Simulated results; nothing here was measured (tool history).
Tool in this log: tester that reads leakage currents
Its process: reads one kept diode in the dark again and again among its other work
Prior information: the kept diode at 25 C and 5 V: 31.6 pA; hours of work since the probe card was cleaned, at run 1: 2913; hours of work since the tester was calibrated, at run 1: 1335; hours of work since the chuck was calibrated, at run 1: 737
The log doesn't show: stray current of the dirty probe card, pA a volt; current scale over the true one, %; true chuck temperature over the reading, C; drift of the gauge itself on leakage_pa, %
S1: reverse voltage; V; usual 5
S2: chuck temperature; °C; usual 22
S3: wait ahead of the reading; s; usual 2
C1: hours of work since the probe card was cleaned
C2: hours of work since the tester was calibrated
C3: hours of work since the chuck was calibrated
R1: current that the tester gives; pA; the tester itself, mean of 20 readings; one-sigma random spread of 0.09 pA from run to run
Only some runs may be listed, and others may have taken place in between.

{"run": 1, "hour": 0.0, "S1": 5, "S2": 22, "S3": 2, "C1": 2913, "C2": 1335, "C3": 737, "R1": 32.3}
{"run": 2, "hour": 108.1, "S1": 5, "S2": 22, "S3": 2, "C1": 2969, "C2": 1391, "C3": 793, "R1": 32.79}
{"run": 3, "hour": 227.1, "S1": 5, "S2": 43, "S3": 2, "C1": 3030, "C2": 1452, "C3": 854, "R1": 168.64}
{"hour": 294.6, "done": "chuck's temperature calibrated"}
{"run": 4, "hour": 377.7, "S1": 5, "S2": 25, "S3": 2, "C1": 3107, "C2": 1529, "C3": 43, "R1": 44.31}
{"run": 5, "hour": 516.4, "S1": 5, "S2": 25, "S3": 2, "C1": 3178, "C2": 1600, "C3": 114, "R1": 45.08}
{"run": 6, "hour": 669.2, "S1": 5, "S2": 22, "S3": 0.9, "C1": 3257, "C2": 1679, "C3": 193, "R1": 37.31}
{"hour": 791.8, "done": "probe card cleaned and baked"}
{"run": 7, "hour": 799.8, "S1": 5, "S2": 22, "S3": 0.9, "C1": 4, "C2": 1745, "C3": 259, "R1": 34.13}
{"run": 8, "hour": 932.2, "S1": 5, "S2": 22, "S3": 0.9, "C1": 72, "C2": 1813, "C3": 327, "R1": 34.6}
{"hour": 1038.9, "done": "chuck's temperature calibrated, once more"}
{"run": 9, "hour": 1091.0, "S1": 5, "S2": 22, "S3": 0.9, "C1": 153, "C2": 1894, "C3": 27, "R1": 26.68}
{"run": 10, "hour": 1170.0, "S1": 5, "S2": 22, "S3": 2, "C1": 194, "C2": 1935, "C3": 68, "R1": 25.67}
{"run": 11, "hour": 1345.7, "S1": 5, "S2": 22, "S3": 2.57, "C1": 285, "C2": 2025, "C3": 158, "R1": 26.18}
{"run": 12, "hour": 1524.0, "S1": 5, "S2": 22, "S3": 2.57, "C1": 377, "C2": 2117, "C3": 250, "R1": 26.63}
{"run": 13, "hour": 1629.5, "S1": 5, "S2": 50, "S3": 2, "C1": 431, "C2": 2172, "C3": 305, "R1": 257.05}
{"run": 14, "hour": 1735.9, "S1": 5, "S2": 50, "S3": 2, "C1": 486, "C2": 2227, "C3": 360, "R1": 259.93}
{"run": 15, "hour": 1833.0, "S1": 5, "S2": 50, "S3": 2, "C1": 536, "C2": 2277, "C3": 410, "R1": 262.5}
{"run": 16, "hour": 1940.7, "S1": 5, "S2": 50, "S3": 2, "C1": 592, "C2": 2332, "C3": 465, "R1": 265.25}
{"run": 17, "hour": 2104.2, "S1": 5, "S2": 50, "S3": 2, "C1": 676, "C2": 2417, "C3": 550, "R1": 269.86}
{"run": 18, "hour": 2263.0, "S1": 5, "S2": 50, "S3": 2, "C1": 758, "C2": 2499, "C3": 632, "R1": 271.34}
{"run": 19, "hour": 2453.0, "S1": 15.66, "S2": 22, "S3": 2, "C1": 856, "C2": 2597, "C3": 730, "R1": 48.03}
{"run": 20, "hour": 2625.8, "S1": 15.66, "S2": 22, "S3": 2, "C1": 945, "C2": 2686, "C3": 819, "R1": 49.35}
{"run": 21, "hour": 2714.1, "S1": 15.66, "S2": 33, "S3": 1.07, "C1": 991, "C2": 2731, "C3": 864, "R1": 119.45}
{"hour": 2771.8, "done": "chuck's temperature calibrated"}
{"run": 22, "hour": 2853.2, "S1": 15.66, "S2": 33, "S3": 1.07, "C1": 1061, "C2": 2802, "C3": 42, "R1": 103.22}
{"run": 23, "hour": 2946.4, "S1": 3.21, "S2": 22, "S3": 2, "C1": 1110, "C2": 2850, "C3": 90, "R1": 22.37}
{"run": 24, "hour": 3076.1, "S1": 13.52, "S2": 56, "S3": 0.55, "C1": 1176, "C2": 2917, "C3": 157, "R1": 554.3}
{"run": 25, "hour": 3177.7, "S1": 10.67, "S2": 55, "S3": 0.72, "C1": 1229, "C2": 2970, "C3": 209, "R1": 476.78}
{"run": 26, "hour": 3297.9, "S1": 10.39, "S2": 22, "S3": 2, "C1": 1291, "C2": 3032, "C3": 271, "R1": 37.74}
{"run": 27, "hour": 3457.7, "S1": 10.39, "S2": 22, "S3": 2, "C1": 1373, "C2": 3114, "C3": 354, "R1": 38.5}
{"run": 28, "hour": 3646.8, "S1": 10.53, "S2": 22, "S3": 0.45, "C1": 1471, "C2": 3212, "C3": 451, "R1": 45.87}
{"run": 29, "hour": 3831.0, "S1": 10.53, "S2": 22, "S3": 0.45, "C1": 1566, "C2": 3307, "C3": 546, "R1": 46.67}
{"run": 30, "hour": 3925.2, "S1": 1.66, "S2": 26, "S3": 2.01, "C1": 1615, "C2": 3355, "C3": 595, "R1": 27.13}
{"run": 31, "hour": 4036.7, "S1": 1.65, "S2": 54, "S3": 1.12, "C1": 1672, "C2": 3413, "C3": 653, "R1": 245.73}
{"run": 32, "hour": 4128.2, "S1": 19.73, "S2": 55, "S3": 1.12, "C1": 1719, "C2": 3460, "C3": 700, "R1": 651.42}
{"run": 33, "hour": 4221.4, "S1": 5.84, "S2": 58, "S3": 1.12, "C1": 1767, "C2": 3508, "C3": 748, "R1": 519.67}
{"run": 34, "hour": 4374.9, "S1": 4.83, "S2": 22, "S3": 0.45, "C1": 1847, "C2": 3587, "C3": 827, "R1": 33.88}
{"hour": 4511.1, "done": "chuck's temperature calibrated"}
{"run": 35, "hour": 4562.8, "S1": 8.03, "S2": 32, "S3": 2, "C1": 1942, "C2": 3683, "C3": 27, "R1": 73}
{"run": 36, "hour": 4663.0, "S1": 5, "S2": 27, "S3": 0.9, "C1": 1994, "C2": 3735, "C3": 78, "R1": 41.86}
{"run": 37, "hour": 4752.6, "S1": 1.11, "S2": 58, "S3": 2, "C1": 2040, "C2": 3781, "C3": 125, "R1": 259.96}
{"run": 38, "hour": 4853.7, "S1": 5, "S2": 51, "S3": 0.32, "C1": 2093, "C2": 3833, "C3": 177, "R1": 274.31}
{"run": 39, "hour": 5029.6, "S1": 2.55, "S2": 23, "S3": 2.82, "C1": 2183, "C2": 3924, "C3": 268, "R1": 23.26}

Below are 3 alternative next runs, each starting from the tool's condition after run 39. Predict each:
{"run": "A", "hour": 5145.7, "S1": 7.53, "S2": 39, "S3": 2, "C1": 2243, "C2": 3984, "C3": 327, "R1": "?"}
{"run": "B", "hour": 5145.7, "S1": 2.55, "S2": 50, "S3": 2.82, "C1": 2243, "C2": 3984, "C3": 327, "R1": "?"}
{"run": "C", "hour": 5145.7, "S1": 1.73, "S2": 22, "S3": 8.5, "C1": 2243, "C2": 3984, "C3": 327, "R1": "?"}

run=A R1=129.78
run=B R1=202.92
run=C R1=18.57
With the hidden condition removed and each run's random variation left untouched, the same runs would have given:
run=A R1=119.86
run=B R1=192.08
run=C R1=16.73
